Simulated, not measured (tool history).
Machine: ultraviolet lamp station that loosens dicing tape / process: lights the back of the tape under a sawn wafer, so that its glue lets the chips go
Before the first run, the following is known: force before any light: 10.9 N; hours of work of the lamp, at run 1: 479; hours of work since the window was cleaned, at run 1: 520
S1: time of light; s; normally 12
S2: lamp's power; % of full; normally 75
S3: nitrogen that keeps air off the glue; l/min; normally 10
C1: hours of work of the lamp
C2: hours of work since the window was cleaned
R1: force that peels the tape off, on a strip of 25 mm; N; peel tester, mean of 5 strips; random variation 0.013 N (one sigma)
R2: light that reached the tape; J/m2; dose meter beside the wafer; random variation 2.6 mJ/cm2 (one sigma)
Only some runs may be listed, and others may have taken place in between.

run	day	S1	S2	S3	C1	C2	R1	R2
1	0.000	12	75	10	479	520	1.213	2390
2	1.021	12	75	10	495	537	1.222	2300
3	2.183	12	75	10	514	555	1.246	2310
4	3.288	12	75	10	532	573	1.330	2300
5	4.671	12	75	10	554	595	1.275	2230
6	5.929	12	75	10	574	615	1.356	2250
7	7.262	12	67	10	595	636	1.713	1940
8	8.200	12	75	10	610	651	1.442	2140
# day 10.029: window cleaned of glue's vapour
9	10.088	12	75	10	640	1	1.014	2560
10	11.529	12	75	10	663	24	1.033	2580
11	12.854	12	75	10	684	45	1.073	2500
12	13.825	12	75	3	699	61	2.263	2490
13	15.158	12	75	3	721	82	2.344	2450
14	16.792	12	75	7	747	108	1.451	2410
15	18.654	12	75	7	776	138	1.493	2320
16	20.796	12	75	10	811	172	1.264	2290
17	22.096	12	75	10	831	193	1.284	2310
18	23.429	12	75	10	853	214	1.257	2200
19	24.421	12	75	10	868	230	1.329	2260
20	25.654	12	79	10	888	249	1.290	2320
21	26.704	12	79	10	905	266	1.279	2320
22	28.679	12	79	10	936	298	1.350	2260
23	29.571	12	79	10	951	312	1.351	2230
24	31.200	11	67	6	977	338	2.705	1730
25	32.829	10	75	13	1003	364	1.829	1720
26	34.029	10	60	4	1022	383	4.100	1350
27	36.096	13	63	4	1055	416	3.039	1780
28	37.879	21	73	4	1083	444	1.128	3330
29	39.429	21	73	4	1108	469	1.134	3230
30	41.162	12	87	6	1136	497	1.931	2160
31	43.083	12	75	14	1166	527	1.630	1850
32	44.817	12	88	5	1194	555	2.164	2100
33	45.921	12	69	5	1212	573	3.023	1580
34	47.983	12	72	3	1244	606	3.680	1650
35	50.092	15	75	5	1278	639	2.197	2080
36	51.021	20	75	14	1293	654	0.661	2840
# day 52.558: window cleaned of glue's vapour
37	52.875	20	75	14	1322	5	0.462	3240
38	54.183	12	75	4	1343	26	2.824	1920
39	55.875	22	71	6	1370	53	0.866	3260
40	56.946	19	89	5	1387	70	0.830	3500
# day 58.400: lamp changed
41	58.729	19	89	5	5	98	0.248	5870
42	59.846	12	61	17	23	116	0.790	2510
43	61.804	22	100	9	54	147	0.144	7350

Subtracting, for every run, the result it would have given without the tool's unlogged condition from the measured result gives the following. The same run-to-run variation enters both numbers; the gauge's scatter may not:
Hidden state at play: lamp's light, % of a new lamp's; light that the window lets through, % of a clean one's; drift of the gauge itself on peel_n, %; drift of the gauge itself on dose_mj_cm2, %.
run	R1	R2
1	+0.612	-860
2	+0.627	-880
3	+0.659	-910
4	+0.710	-940
5	+0.704	-960
6	+0.757	-990
7	+0.936	-910
8	+0.835	-1050
9	+0.406	-640
10	+0.433	-690
11	+0.467	-710
12	+0.811	-730
13	+0.865	-770
14	+0.663	-800
15	+0.708	-840
16	+0.654	-900
17	+0.682	-930
18	+0.687	-960
19	+0.738	-980
20	+0.742	-1060
21	+0.749	-1100
22	+0.809	-1130
23	+0.823	-1150
24	+1.377	-920
25	+1.085	-970
26	+1.731	-790
27	+1.617	-1120
28	+0.786	-2190
29	+0.809	-2230
30	+1.307	-1570
31	+1.165	-1390
32	+1.477	-1680
33	+1.869	-1330
34	+2.153	-1440
35	+1.598	-1920
36	+0.501	-2600
37	+0.290	-2090
38	+1.626	-1290
39	+0.615	-2300
40	+0.597	-2530
41	+0.018	-230
42	+0.084	-120
43	+0.004	-490

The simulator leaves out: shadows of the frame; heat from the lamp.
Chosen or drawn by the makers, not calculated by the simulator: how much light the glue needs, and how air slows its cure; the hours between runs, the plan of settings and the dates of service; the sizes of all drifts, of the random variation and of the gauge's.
